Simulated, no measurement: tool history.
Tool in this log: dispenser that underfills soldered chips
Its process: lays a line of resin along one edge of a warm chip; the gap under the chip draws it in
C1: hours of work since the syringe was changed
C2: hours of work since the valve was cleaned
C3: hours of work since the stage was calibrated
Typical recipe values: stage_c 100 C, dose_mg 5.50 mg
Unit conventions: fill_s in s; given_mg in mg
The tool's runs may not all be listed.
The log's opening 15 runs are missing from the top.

run 16 hour=55.0 | stage_c=100 dose_mg=5.10 | C1=5 C2=20 C3=131 | fill_s=10.9 given_mg=5.15
run 17 hour=57.0 | stage_c=100 dose_mg=5.50 | C1=6 C2=21 C3=132 | fill_s=12.3 given_mg=5.31
-- hour=58.1 new syringe of resin
run 18 hour=61.8 | stage_c=100 dose_mg=6.23 | C1=3 C2=24 C3=135 | fill_s=8.9 given_mg=6.16
run 19 hour=66.1 | stage_c=112 dose_mg=5.20 | C1=6 C2=27 C3=138 | fill_s=7.2 given_mg=5.20
-- hour=67.4 new syringe of resin
run 20 hour=68.5 | stage_c=108 dose_mg=5.64 | C1=1 C2=29 C3=140 | fill_s=5.8 given_mg=5.50
run 21 hour=72.9 | stage_c=111 dose_mg=4.86 | C1=4 C2=32 C3=143 | fill_s=6.8 given_mg=4.75
run 22 hour=75.4 | stage_c=111 dose_mg=4.86 | C1=6 C2=34 C3=145 | fill_s=7.0 given_mg=4.75
-- hour=77.0 new syringe of resin
run 23 hour=79.9 | stage_c=90 dose_mg=5.70 | C1=2 C2=37 C3=148 | fill_s=13.5 given_mg=5.54
run 24 hour=84.5 | stage_c=90 dose_mg=5.70 | C1=5 C2=40 C3=151 | fill_s=16.6 given_mg=5.49
-- hour=86.7 new syringe of resin
run 25 hour=88.9 | stage_c=100 dose_mg=5.61 | C1=2 C2=43 C3=154 | fill_s=7.5 given_mg=5.38
run 26 hour=92.3 | stage_c=106 dose_mg=6.24 | C1=4 C2=45 C3=156 | fill_s=7.7 given_mg=5.96
run 27 hour=95.4 | stage_c=106 dose_mg=6.24 | C1=6 C2=48 C3=159 | fill_s=9.1 given_mg=5.97
-- hour=96.1 new syringe of resin
run 28 hour=99.2 | stage_c=113 dose_mg=6.58 | C1=2 C2=50 C3=161 | fill_s=5.0 given_mg=6.28
run 29 hour=103.1 | stage_c=87 dose_mg=7.03 | C1=5 C2=53 C3=164 | fill_s=18.1 given_mg=6.69
-- hour=105.5 new syringe of resin
run 30 hour=106.8 | stage_c=97 dose_mg=4.76 | C1=1 C2=55 C3=166 | fill_s=9.8 given_mg=4.46
run 31 hour=110.4 | stage_c=105 dose_mg=6.50 | C1=3 C2=58 C3=169 | fill_s=7.7 given_mg=6.22
run 32 hour=114.3 | stage_c=105 dose_mg=7.17 | C1=6 C2=61 C3=172 | fill_s=9.5 given_mg=6.81
-- hour=114.8 new syringe of resin
run 33 hour=118.9 | stage_c=94 dose_mg=7.17 | C1=3 C2=64 C3=175 | fill_s=11.8 given_mg=6.68
run 34 hour=121.7 | stage_c=113 dose_mg=6.44 | C1=5 C2=66 C3=177 | fill_s=6.2 given_mg=6.07
-- hour=124.2 new syringe of resin
run 35 hour=125.4 | stage_c=113 dose_mg=6.44 | C1=1 C2=68 C3=179 | fill_s=4.8 given_mg=6.08

Alternative continuations, all from the tool just after run 35; predict every row:
run A hour=129.6 | stage_c=88 dose_mg=7.11 | C1=4 C2=71 C3=182 | fill_s=? given_mg=?
run B hour=129.6 | stage_c=94 dose_mg=4.92 | C1=4 C2=71 C3=182 | fill_s=? given_mg=?
run C hour=129.6 | stage_c=96 dose_mg=7.18 | C1=4 C2=71 C3=182 | fill_s=? given_mg=?
run D hour=129.6 | stage_c=104 dose_mg=5.43 | C1=4 C2=71 C3=182 | fill_s=? given_mg=?
run E hour=129.6 | stage_c=92 dose_mg=6.16 | C1=4 C2=71 C3=182 | fill_s=? given_mg=?

run=A fill_s=16.4 given_mg=6.58
run=B fill_s=13.3 given_mg=4.58
run=C fill_s=11.6 given_mg=6.71
run=D fill_s=8.3 given_mg=5.06
run=E fill_s=13.7 given_mg=5.78
With the hidden condition removed and each run's random variation left untouched, the same runs would have given:
run=A fill_s=12.1 given_mg=7.05
run=B fill_s=9.6 given_mg=4.91
run=C fill_s=8.6 given_mg=7.19
run=D fill_s=5.9 given_mg=5.42
run=E fill_s=10.1 given_mg=6.18
